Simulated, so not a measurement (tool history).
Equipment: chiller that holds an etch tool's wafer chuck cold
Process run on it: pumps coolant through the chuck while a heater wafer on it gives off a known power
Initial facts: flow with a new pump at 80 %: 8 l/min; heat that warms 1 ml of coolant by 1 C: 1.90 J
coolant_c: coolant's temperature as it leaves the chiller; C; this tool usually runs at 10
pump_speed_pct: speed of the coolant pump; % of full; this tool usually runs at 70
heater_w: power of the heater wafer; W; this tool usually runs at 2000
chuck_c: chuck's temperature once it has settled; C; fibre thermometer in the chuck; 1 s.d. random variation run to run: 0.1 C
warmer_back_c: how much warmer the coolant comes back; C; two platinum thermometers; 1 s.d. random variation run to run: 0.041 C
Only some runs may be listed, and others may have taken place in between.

{"run": 1, "hour": 0.0, "coolant_c": 10, "pump_speed_pct": 70, "heater_w": 2000, "chuck_c": 27.3, "warmer_back_c": 9.11}
{"run": 2, "hour": 33.9, "coolant_c": 10, "pump_speed_pct": 70, "heater_w": 2000, "chuck_c": 27.3, "warmer_back_c": 9.16}
{"run": 3, "hour": 58.0, "coolant_c": 10, "pump_speed_pct": 70, "heater_w": 2000, "chuck_c": 27.1, "warmer_back_c": 9.06}
{"run": 4, "hour": 79.0, "coolant_c": 10, "pump_speed_pct": 70, "heater_w": 2000, "chuck_c": 27.3, "warmer_back_c": 9.05}
{"run": 5, "hour": 107.4, "coolant_c": 10, "pump_speed_pct": 70, "heater_w": 2000, "chuck_c": 27.2, "warmer_back_c": 9.07}
{"run": 6, "hour": 129.5, "coolant_c": 10, "pump_speed_pct": 70, "heater_w": 2000, "chuck_c": 27.3, "warmer_back_c": 9.03}
{"run": 7, "hour": 160.1, "coolant_c": 10, "pump_speed_pct": 70, "heater_w": 2000, "chuck_c": 27.4, "warmer_back_c": 9.01}
{"run": 8, "hour": 175.5, "coolant_c": 10, "pump_speed_pct": 65, "heater_w": 2000, "chuck_c": 28.5, "warmer_back_c": 9.83}
{"run": 9, "hour": 205.5, "coolant_c": 10, "pump_speed_pct": 65, "heater_w": 2000, "chuck_c": 28.5, "warmer_back_c": 9.84}
{"run": 10, "hour": 235.6, "coolant_c": 10, "pump_speed_pct": 70, "heater_w": 2000, "chuck_c": 27.3, "warmer_back_c": 8.96}
{"run": 11, "hour": 257.6, "coolant_c": 10, "pump_speed_pct": 70, "heater_w": 2000, "chuck_c": 27.3, "warmer_back_c": 9.07}
{"run": 12, "hour": 283.1, "coolant_c": 10, "pump_speed_pct": 70, "heater_w": 2000, "chuck_c": 27.2, "warmer_back_c": 9.1}
{"run": 13, "hour": 303.4, "coolant_c": 10, "pump_speed_pct": 70, "heater_w": 1668, "chuck_c": 24.3, "warmer_back_c": 7.51}
{"run": 14, "hour": 326.2, "coolant_c": 10, "pump_speed_pct": 70, "heater_w": 1668, "chuck_c": 24.5, "warmer_back_c": 7.46}
{"run": 15, "hour": 345.8, "coolant_c": 17, "pump_speed_pct": 65, "heater_w": 1668, "chuck_c": 32.3, "warmer_back_c": 8.06}
{"run": 16, "hour": 363.5, "coolant_c": 17, "pump_speed_pct": 65, "heater_w": 1668, "chuck_c": 32.1, "warmer_back_c": 8.06}
{"run": 17, "hour": 394.5, "coolant_c": 0, "pump_speed_pct": 65, "heater_w": 1668, "chuck_c": 15.4, "warmer_back_c": 7.99}
{"run": 18, "hour": 415.5, "coolant_c": 0, "pump_speed_pct": 83, "heater_w": 1668, "chuck_c": 12.4, "warmer_back_c": 6.1}
{"run": 19, "hour": 440.3, "coolant_c": 1, "pump_speed_pct": 81, "heater_w": 2000, "chuck_c": 16.2, "warmer_back_c": 7.51}
{"run": 20, "hour": 470.8, "coolant_c": 1, "pump_speed_pct": 81, "heater_w": 2000, "chuck_c": 16.3, "warmer_back_c": 7.5}
{"run": 21, "hour": 492.0, "coolant_c": 1, "pump_speed_pct": 81, "heater_w": 2000, "chuck_c": 16.1, "warmer_back_c": 7.53}
{"run": 22, "hour": 525.0, "coolant_c": 10, "pump_speed_pct": 70, "heater_w": 1415, "chuck_c": 22.1, "warmer_back_c": 6.22}
{"run": 23, "hour": 538.8, "coolant_c": 5, "pump_speed_pct": 70, "heater_w": 1826, "chuck_c": 20.8, "warmer_back_c": 7.98}
{"run": 24, "hour": 552.6, "coolant_c": 13, "pump_speed_pct": 86, "heater_w": 2745, "chuck_c": 32.9, "warmer_back_c": 9.55}
{"run": 25, "hour": 580.1, "coolant_c": 13, "pump_speed_pct": 86, "heater_w": 2745, "chuck_c": 33, "warmer_back_c": 9.7}
{"run": 26, "hour": 604.8, "coolant_c": 13, "pump_speed_pct": 86, "heater_w": 2745, "chuck_c": 33, "warmer_back_c": 9.71}

Run 27 has not been measured yet. What should we expect?
{"run": 27, "hour": 621.4, "coolant_c": 11, "pump_speed_pct": 86, "heater_w": 2181, "chuck_c": "?", "warmer_back_c": "?"}

Run 27 measured chuck_c 26.8 C, warmer_back_c 7.69 C.
Were there no unlogged condition in the tool, this run, its random variation unchanged, would have produced chuck_c 26.8 C, warmer_back_c 8.03 C.
